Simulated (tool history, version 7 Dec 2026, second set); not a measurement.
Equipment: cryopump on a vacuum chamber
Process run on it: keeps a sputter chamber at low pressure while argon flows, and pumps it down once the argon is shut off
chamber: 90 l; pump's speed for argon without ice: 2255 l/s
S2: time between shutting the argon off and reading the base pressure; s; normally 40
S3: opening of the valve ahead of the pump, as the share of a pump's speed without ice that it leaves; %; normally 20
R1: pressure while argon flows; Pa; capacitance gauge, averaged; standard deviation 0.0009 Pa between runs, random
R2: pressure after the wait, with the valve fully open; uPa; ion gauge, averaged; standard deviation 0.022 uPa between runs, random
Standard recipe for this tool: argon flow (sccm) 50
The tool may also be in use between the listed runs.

{"run": 1, "hour": 0.0, "argon flow (sccm)": 50, "S2": 40, "S3": 20, "R1": 0.1956, "R2": 0.94}
{"run": 2, "hour": 33.9, "argon flow (sccm)": 50, "S2": 24, "S3": 20, "R1": 0.1952, "R2": 1.24}
{"run": 3, "hour": 54.0, "argon flow (sccm)": 50, "S2": 24, "S3": 20, "R1": 0.1959, "R2": 1.29}
{"run": 4, "hour": 91.2, "argon flow (sccm)": 50, "S2": 40, "S3": 20, "R1": 0.1978, "R2": 1.01}
{"run": 5, "hour": 118.0, "argon flow (sccm)": 50, "S2": 40, "S3": 20, "R1": 0.195, "R2": 1.01}
{"run": 6, "hour": 135.9, "argon flow (sccm)": 50, "S2": 40, "S3": 20, "R1": 0.1982, "R2": 0.98}
{"run": 7, "hour": 172.7, "argon flow (sccm)": 50, "S2": 40, "S3": 20, "R1": 0.1978, "R2": 0.99}
{"run": 8, "hour": 195.5, "argon flow (sccm)": 50, "S2": 40, "S3": 20, "R1": 0.1984, "R2": 1.06}
{"run": 9, "hour": 218.5, "argon flow (sccm)": 50, "S2": 40, "S3": 20, "R1": 0.2002, "R2": 1.05}
{"run": 10, "hour": 248.4, "argon flow (sccm)": 50, "S2": 21, "S3": 20, "R1": 0.2014, "R2": 1.53}
{"run": 11, "hour": 268.6, "argon flow (sccm)": 50, "S2": 21, "S3": 20, "R1": 0.2012, "R2": 1.49}
{"hour": 307.0, "done": "pump warmed up, emptied and cooled again"}
{"run": 12, "hour": 310.0, "argon flow (sccm)": 50, "S2": 21, "S3": 20, "R1": 0.1879, "R2": 1.42}
{"run": 13, "hour": 342.8, "argon flow (sccm)": 50, "S2": 21, "S3": 20, "R1": 0.1886, "R2": 1.5}
{"run": 14, "hour": 369.9, "argon flow (sccm)": 50, "S2": 23, "S3": 20, "R1": 0.1879, "R2": 1.39}
{"run": 15, "hour": 399.7, "argon flow (sccm)": 50, "S2": 23, "S3": 20, "R1": 0.1893, "R2": 1.42}
{"run": 16, "hour": 427.4, "argon flow (sccm)": 50, "S2": 45, "S3": 20, "R1": 0.1892, "R2": 0.97}
{"run": 17, "hour": 446.6, "argon flow (sccm)": 50, "S2": 40, "S3": 19, "R1": 0.1989, "R2": 1.04}
{"run": 18, "hour": 478.6, "argon flow (sccm)": 62, "S2": 40, "S3": 20, "R1": 0.2366, "R2": 1.06}
{"run": 19, "hour": 502.7, "argon flow (sccm)": 62, "S2": 21, "S3": 20, "R1": 0.2361, "R2": 1.51}
{"run": 20, "hour": 528.0, "argon flow (sccm)": 39, "S2": 157, "S3": 20, "R1": 0.1496, "R2": 0.72}
{"run": 21, "hour": 544.7, "argon flow (sccm)": 56, "S2": 50, "S3": 21, "R1": 0.2036, "R2": 1}
{"run": 22, "hour": 564.9, "argon flow (sccm)": 34, "S2": 32, "S3": 20, "R1": 0.1304, "R2": 1.27}
{"run": 23, "hour": 594.7, "argon flow (sccm)": 38, "S2": 40, "S3": 20, "R1": 0.1463, "R2": 1.15}
{"run": 24, "hour": 612.5, "argon flow (sccm)": 38, "S2": 40, "S3": 20, "R1": 0.1462, "R2": 1.13}
{"run": 25, "hour": 644.5, "argon flow (sccm)": 38, "S2": 40, "S3": 20, "R1": 0.1473, "R2": 1.17}
{"run": 26, "hour": 671.3, "argon flow (sccm)": 29, "S2": 24, "S3": 20, "R1": 0.1128, "R2": 1.6}
{"run": 27, "hour": 692.0, "argon flow (sccm)": 56, "S2": 276, "S3": 20, "R1": 0.2173, "R2": 0.81}
{"run": 28, "hour": 725.1, "argon flow (sccm)": 56, "S2": 276, "S3": 20, "R1": 0.2175, "R2": 0.83}
{"run": 29, "hour": 755.3, "argon flow (sccm)": 56, "S2": 276, "S3": 20, "R1": 0.2164, "R2": 0.81}
{"run": 30, "hour": 787.0, "argon flow (sccm)": 50, "S2": 40, "S3": 17, "R1": 0.2294, "R2": 1.29}
{"run": 31, "hour": 805.4, "argon flow (sccm)": 50, "S2": 40, "S3": 17, "R1": 0.2283, "R2": 1.35}
{"run": 32, "hour": 838.9, "argon flow (sccm)": 50, "S2": 40, "S3": 46, "R1": 0.0911, "R2": 1.29}
{"run": 33, "hour": 854.1, "argon flow (sccm)": 50, "S2": 30, "S3": 25, "R1": 0.1602, "R2": 1.56}
{"run": 34, "hour": 871.7, "argon flow (sccm)": 66, "S2": 184, "S3": 23, "R1": 0.2287, "R2": 0.94}

For some of the steps in R1 from one run to the next: how much would appear even if the tool had no hidden state, given the settings, what came in and random variation, and how much remains for the hidden state plus any gauge scatter that the measured result and the result without hidden state don't share?
Hidden state present: pump's speed, % of a pump's without ice; cold plate's temperature, K; leak into the chamber, uPa l/s; drift of the gauge itself on working_pa, %; drift of the gauge itself on base_upa, %.
Run 11 -> 12: pump warmed up, emptied and cooled again. R1 -0.0133 Pa: hidden state -0.0126, all else -0.0007.
Run 19 -> 20: argon flow (sccm) 62 -> 39, S2 21 -> 157. R1 -0.0865 Pa: hidden state -0.0012, all else -0.0853.
Run 26 -> 27: argon flow (sccm) 29 -> 56, S2 24 -> 276. R1 +0.1045 Pa: hidden state +0.0038, all else +0.1007.
Run 31 -> 32: S3 17 -> 46. R1 -0.1372 Pa: hidden state +0.0008, all else -0.138.
Run 33 -> 34: argon flow (sccm) 50 -> 66, S2 30 -> 184, S3 25 -> 23. R1 +0.0685 Pa: hidden state +0.0037, all else +0.0648.

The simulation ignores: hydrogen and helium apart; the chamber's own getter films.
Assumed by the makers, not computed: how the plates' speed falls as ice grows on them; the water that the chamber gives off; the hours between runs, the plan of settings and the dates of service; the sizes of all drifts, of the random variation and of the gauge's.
